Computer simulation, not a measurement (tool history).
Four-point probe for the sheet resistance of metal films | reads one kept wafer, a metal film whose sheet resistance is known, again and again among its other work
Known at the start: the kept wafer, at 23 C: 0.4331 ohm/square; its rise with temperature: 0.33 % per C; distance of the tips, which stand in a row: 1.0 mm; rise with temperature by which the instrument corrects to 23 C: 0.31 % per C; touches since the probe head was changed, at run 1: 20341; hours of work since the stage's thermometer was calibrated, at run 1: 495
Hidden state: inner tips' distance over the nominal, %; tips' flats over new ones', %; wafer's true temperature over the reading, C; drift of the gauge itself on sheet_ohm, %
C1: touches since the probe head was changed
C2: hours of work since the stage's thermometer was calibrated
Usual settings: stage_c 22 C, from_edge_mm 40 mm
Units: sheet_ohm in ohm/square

run 1 hour=0.0 | stage_c=22 from_edge_mm=40 | C1=20341 C2=495 | sheet_ohm=0.433352
run 2 hour=33.9 | stage_c=22 from_edge_mm=40 | C1=21129 C2=514 | sheet_ohm=0.433281
run 3 hour=65.6 | stage_c=22 from_edge_mm=40 | C1=21865 C2=532 | sheet_ohm=0.433426
run 4 hour=100.2 | stage_c=22 from_edge_mm=40 | C1=22667 C2=551 | sheet_ohm=0.433499
run 5 hour=146.2 | stage_c=22 from_edge_mm=40 | C1=23735 C2=577 | sheet_ohm=0.433545
run 6 hour=193.2 | stage_c=22 from_edge_mm=40 | C1=24829 C2=604 | sheet_ohm=0.433380
run 7 hour=247.1 | stage_c=22 from_edge_mm=40 | C1=26079 C2=634 | sheet_ohm=0.433599
run 8 hour=274.5 | stage_c=22 from_edge_mm=40 | C1=26715 C2=650 | sheet_ohm=0.433356
run 9 hour=319.4 | stage_c=22 from_edge_mm=8 | C1=27758 C2=675 | sheet_ohm=0.436924
run 10 hour=375.3 | stage_c=22 from_edge_mm=6 | C1=29057 C2=707 | sheet_ohm=0.439847
run 11 hour=412.0 | stage_c=22 from_edge_mm=40 | C1=29908 C2=727 | sheet_ohm=0.433481
run 12 hour=465.3 | stage_c=22 from_edge_mm=40 | C1=31148 C2=757 | sheet_ohm=0.433617
run 13 hour=506.0 | stage_c=22 from_edge_mm=16 | C1=32091 C2=780 | sheet_ohm=0.434581
run 14 hour=544.1 | stage_c=22 from_edge_mm=13 | C1=32977 C2=802 | sheet_ohm=0.434942
run 15 hour=574.2 | stage_c=22 from_edge_mm=18 | C1=33677 C2=819 | sheet_ohm=0.434239
run 16 hour=631.3 | stage_c=22 from_edge_mm=18 | C1=35001 C2=851 | sheet_ohm=0.434218
run 17 hour=684.8 | stage_c=22 from_edge_mm=18 | C1=36244 C2=881 | sheet_ohm=0.434337
run 18 hour=715.8 | stage_c=22 from_edge_mm=18 | C1=36963 C2=899 | sheet_ohm=0.434385
run 19 hour=743.9 | stage_c=22 from_edge_mm=40 | C1=37616 C2=915 | sheet_ohm=0.433889
run 20 hour=770.7 | stage_c=22 from_edge_mm=40 | C1=38240 C2=930 | sheet_ohm=0.433768
run 21 hour=809.7 | stage_c=30 from_edge_mm=40 | C1=39145 C2=952 | sheet_ohm=0.434671
run 22 hour=850.1 | stage_c=30 from_edge_mm=53 | C1=40084 C2=975 | sheet_ohm=0.434792
run 23 hour=878.7 | stage_c=30 from_edge_mm=53 | C1=40748 C2=991 | sheet_ohm=0.434659
run 24 hour=933.7 | stage_c=23 from_edge_mm=45 | C1=42025 C2=1022 | sheet_ohm=0.433899
run 25 hour=988.8 | stage_c=22 from_edge_mm=40 | C1=43305 C2=1053 | sheet_ohm=0.433806
-- hour=992.5 stage's thermometer calibrated
run 26 hour=1019.6 | stage_c=22 from_edge_mm=40 | C1=44008 C2=15 | sheet_ohm=0.434119
run 27 hour=1047.5 | stage_c=22 from_edge_mm=40 | C1=44655 C2=31 | sheet_ohm=0.434008
run 28 hour=1080.5 | stage_c=24 from_edge_mm=8 | C1=45423 C2=50 | sheet_ohm=0.437842
run 29 hour=1127.2 | stage_c=22 from_edge_mm=24 | C1=46507 C2=76 | sheet_ohm=0.434439
run 30 hour=1182.6 | stage_c=25 from_edge_mm=24 | C1=47793 C2=107 | sheet_ohm=0.434742
run 31 hour=1217.6 | stage_c=25 from_edge_mm=9 | C1=48607 C2=127 | sheet_ohm=0.437333
run 32 hour=1245.2 | stage_c=26 from_edge_mm=4 | C1=49247 C2=143 | sheet_ohm=0.448609
run 33 hour=1276.6 | stage_c=26 from_edge_mm=4 | C1=49975 C2=160 | sheet_ohm=0.448521
-- hour=1307.7 stage's thermometer calibrated, once more
run 34 hour=1308.6 | stage_c=33 from_edge_mm=42 | C1=50707 C2=0 | sheet_ohm=0.434822
run 35 hour=1364.6 | stage_c=24 from_edge_mm=32 | C1=52009 C2=32 | sheet_ohm=0.434195
run 36 hour=1396.6 | stage_c=21 from_edge_mm=13 | C1=52753 C2=50 | sheet_ohm=0.435066
run 37 hour=1422.2 | stage_c=21 from_edge_mm=13 | C1=53347 C2=65 | sheet_ohm=0.435115
run 38 hour=1448.8 | stage_c=23 from_edge_mm=4 | C1=53963 C2=80 | sheet_ohm=0.448038
run 39 hour=1478.1 | stage_c=23 from_edge_mm=18 | C1=54644 C2=96 | sheet_ohm=0.434600
run 40 hour=1504.0 | stage_c=30 from_edge_mm=34 | C1=55245 C2=111 | sheet_ohm=0.434981
run 41 hour=1551.8 | stage_c=29 from_edge_mm=37 | C1=56356 C2=138 | sheet_ohm=0.434660
run 42 hour=1604.7 | stage_c=29 from_edge_mm=37 | C1=57584 C2=168 | sheet_ohm=0.434765
run 43 hour=1635.5 | stage_c=31 from_edge_mm=50 | C1=58301 C2=185 | sheet_ohm=0.435087

The same runs without the tool's hidden state, with the same run-to-run variation:
run=1 sheet_ohm=0.433131
run=2 sheet_ohm=0.433040
run=3 sheet_ohm=0.433166
run=4 sheet_ohm=0.433219
run=5 sheet_ohm=0.433239
run=6 sheet_ohm=0.433049
run=7 sheet_ohm=0.433238
run=8 sheet_ohm=0.432980
run=9 sheet_ohm=0.436523
run=10 sheet_ohm=0.439409
run=11 sheet_ohm=0.433028
run=12 sheet_ohm=0.433134
run=13 sheet_ohm=0.434075
run=14 sheet_ohm=0.434414
run=15 sheet_ohm=0.433695
run=16 sheet_ohm=0.433641
run=17 sheet_ohm=0.433730
run=18 sheet_ohm=0.433760
run=19 sheet_ohm=0.433250
run=20 sheet_ohm=0.433114
run=21 sheet_ohm=0.433999
run=22 sheet_ohm=0.434098
run=23 sheet_ohm=0.433951
run=24 sheet_ohm=0.433154
run=25 sheet_ohm=0.433032
run=26 sheet_ohm=0.433204
run=27 sheet_ohm=0.433076
run=28 sheet_ohm=0.436885
run=29 sheet_ohm=0.433462
run=30 sheet_ohm=0.433738
run=31 sheet_ohm=0.436304
run=32 sheet_ohm=0.447541
run=33 sheet_ohm=0.447436
run=34 sheet_ohm=0.434063
run=35 sheet_ohm=0.433405
run=36 sheet_ohm=0.434257
run=37 sheet_ohm=0.434290
run=38 sheet_ohm=0.447177
run=39 sheet_ohm=0.433746
run=40 sheet_ohm=0.434115
run=41 sheet_ohm=0.433766
run=42 sheet_ohm=0.433841
run=43 sheet_ohm=0.434144
